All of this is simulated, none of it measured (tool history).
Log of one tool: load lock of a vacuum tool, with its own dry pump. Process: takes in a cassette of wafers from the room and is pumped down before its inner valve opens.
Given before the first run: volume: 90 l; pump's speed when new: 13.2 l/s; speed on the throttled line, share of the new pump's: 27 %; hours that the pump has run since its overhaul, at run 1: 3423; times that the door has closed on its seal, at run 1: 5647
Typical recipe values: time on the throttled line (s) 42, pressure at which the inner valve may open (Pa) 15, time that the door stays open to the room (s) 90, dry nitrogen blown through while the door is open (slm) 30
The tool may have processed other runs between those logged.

run     day  time on the throttled line (s)  pressure at which the inner valve may open (Pa)  time that the door stays open to the room (s)  dry nitrogen blown through while the door is open (slm)  hours that the pump has run since its overhaul  times that the door has closed on its seal  incoming humidity of the room's air, %  time from the closed door until the inner valve may open (s)  rise of the pressure with all valves shut (Pa/min)
  1       0                              42                                               15                                             90                                                       30                                            3423                                        5647                                    43.5                                                          93.3                                                0.02
  2   3.904                              42                                               15                                             90                                                       30                                            3516                                        5902                                    44.6                                                          94.4                                               0.019
  3   7.671                              42                                               15                                             90                                                       30                                            3607                                        6149                                      47                                                          92.4                                               0.022
  4  12.871                              42                                               15                                             90                                                       30                                            3732                                        6489                                    44.5                                                          93.2                                               0.019
  5  17.938                              42                                               15                                            234                                                       30                                            3853                                        6820                                    43.9                                                          94.5                                               0.022
  6  22.742                              42                                               15                                            234                                                       30                                            3968                                        7134                                    45.6                                                          94.9                                                0.03
  7  27.821                              42                                               15                                            234                                                       30                                            4090                                        7467                                    43.4                                                          94.2                                               0.028
  8  31.008                              42                                               14                                             90                                                       30                                            4167                                        7675                                    43.4                                                          94.6                                               0.022
  9   36.15                              42                                               14                                             90                                                       30                                            4290                                        8012                                    46.4                                                          95.2                                               0.019
 10    41.9                              42                                               15                                             90                                                       30                                            4428                                        8388                                    40.1                                                          93.7                                               0.025
 11  46.621                              73                                               15                                             90                                                       36                                            4541                                        8696                                    42.3                                                         116.1                                               0.026
 12  50.775                              33                                               27                                             90                                                       41                                            4641                                        8968                                      46                                                          82.9                                               0.028
 13  55.283                              49                                               18                                             90                                                       30                                            4749                                        9263                                    46.6                                                          98.7                                               0.032
 14  57.733                              36                                               18                                            112                                                       13                                            4808                                        9423                                      47                                                          88.7                                               0.034
 15  60.408                              42                                               21                                             90                                                       37                                            4872                                        9598                                    46.4                                                          91.9                                               0.027
 16   64.95                              28                                               15                                             52                                                       30                                            4981                                        9895                                    44.3                                                          85.5                                               0.033
 17  68.054                              36                                               24                                            204                                                        6                                            5056                                       10098                                    47.3                                                          87.5                                               0.047
 18  70.838                              25                                               14                                             78                                                       30                                            5123                                       10280                                    47.2                                                          81.9                                               0.031

A few steps of time from the closed door until the inner valve may open (s) between consecutive runs. Split each: what settings, incoming material and random variation would produce without the hidden state, and what is left over for the hidden state, along with gauge scatter present in only one of the two compared results (measured, and without hidden state):
The tool's hidden condition here consists of: pump's speed, % of a new pump's; leak at the door's seal, Pa l/s; drift of the gauge itself on ready_s, %; drift of the gauge itself on rise_pa_min, %.
Run 11 -> 12: time on the throttled line (s) 73 -> 33, pressure at which the inner valve may open (Pa) 15 -> 27, dry nitrogen blown through while the door is open (slm) 36 -> 41. time from the closed door until the inner valve may open (s) -33.2: hidden state +0.5, all else -33.7.
Run 15 -> 16: time on the throttled line (s) 42 -> 28, pressure at which the inner valve may open (Pa) 21 -> 15, time that the door stays open to the room (s) 90 -> 52, dry nitrogen blown through while the door is open (slm) 37 -> 30. time from the closed door until the inner valve may open (s) -6.4: hidden state +0.8, all else -7.2.
